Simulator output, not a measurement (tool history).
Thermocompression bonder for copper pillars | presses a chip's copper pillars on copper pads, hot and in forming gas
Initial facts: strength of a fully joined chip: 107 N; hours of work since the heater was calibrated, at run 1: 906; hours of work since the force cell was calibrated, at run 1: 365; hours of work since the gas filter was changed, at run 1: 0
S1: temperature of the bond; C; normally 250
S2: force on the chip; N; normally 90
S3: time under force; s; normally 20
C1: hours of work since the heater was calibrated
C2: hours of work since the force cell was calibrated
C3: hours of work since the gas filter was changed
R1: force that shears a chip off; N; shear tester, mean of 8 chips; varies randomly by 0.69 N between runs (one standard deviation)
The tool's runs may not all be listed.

{"run": 1, "day": 0.0, "S1": 250, "S2": 90, "S3": 20, "C1": 906, "C2": 365, "C3": 0, "R1": 78.6}
{"run": 2, "day": 0.662, "S1": 250, "S2": 90, "S3": 20, "C1": 913, "C2": 372, "C3": 8, "R1": 76.8}
{"run": 3, "day": 2.146, "S1": 250, "S2": 90, "S3": 20, "C1": 929, "C2": 388, "C3": 24, "R1": 76.6}
{"run": 4, "day": 3.546, "S1": 250, "S2": 71, "S3": 20, "C1": 944, "C2": 403, "C3": 39, "R1": 64.0}
{"run": 5, "day": 4.654, "S1": 250, "S2": 71, "S3": 20, "C1": 956, "C2": 415, "C3": 51, "R1": 64.2}
{"run": 6, "day": 6.208, "S1": 250, "S2": 71, "S3": 20, "C1": 973, "C2": 432, "C3": 68, "R1": 63.4}
{"run": 7, "day": 7.142, "S1": 250, "S2": 71, "S3": 20, "C1": 983, "C2": 442, "C3": 78, "R1": 63.0}
{"run": 8, "day": 7.871, "S1": 245, "S2": 57, "S3": 20, "C1": 991, "C2": 450, "C3": 86, "R1": 48.0}
{"run": 9, "day": 8.862, "S1": 278, "S2": 57, "S3": 20, "C1": 1001, "C2": 461, "C3": 96, "R1": 72.2}
{"run": 10, "day": 10.067, "S1": 250, "S2": 93, "S3": 13, "C1": 1015, "C2": 474, "C3": 109, "R1": 69.0}
{"run": 11, "day": 11.475, "S1": 250, "S2": 93, "S3": 13, "C1": 1030, "C2": 489, "C3": 125, "R1": 70.9}
{"run": 12, "day": 12.421, "S1": 250, "S2": 93, "S3": 13, "C1": 1040, "C2": 500, "C3": 135, "R1": 69.9}
{"run": 13, "day": 13.325, "S1": 250, "S2": 93, "S3": 13, "C1": 1050, "C2": 509, "C3": 145, "R1": 70.0}
{"run": 14, "day": 14.075, "S1": 279, "S2": 84, "S3": 27, "C1": 1058, "C2": 517, "C3": 153, "R1": 94.0}

3 options for the next run, each taken on its own from the tool as it stands now. Forecast them:
{"run": "A", "day": 15.108, "S1": 278, "S2": 84, "S3": 27, "C1": 1069, "C2": 529, "C3": 164, "R1": "?"}
{"run": "B", "day": 15.108, "S1": 279, "S2": 93, "S3": 27, "C1": 1069, "C2": 529, "C3": 164, "R1": "?"}
{"run": "C", "day": 15.108, "S1": 265, "S2": 90, "S3": 20, "C1": 1069, "C2": 529, "C3": 164, "R1": "?"}

run=A R1=94.6
run=B R1=98.1
run=C R1=87.1
Stripped of hidden state, with their random variation kept, the same runs would have yielded:
run=A R1=97.4
run=B R1=101.5
run=C R1=88.9
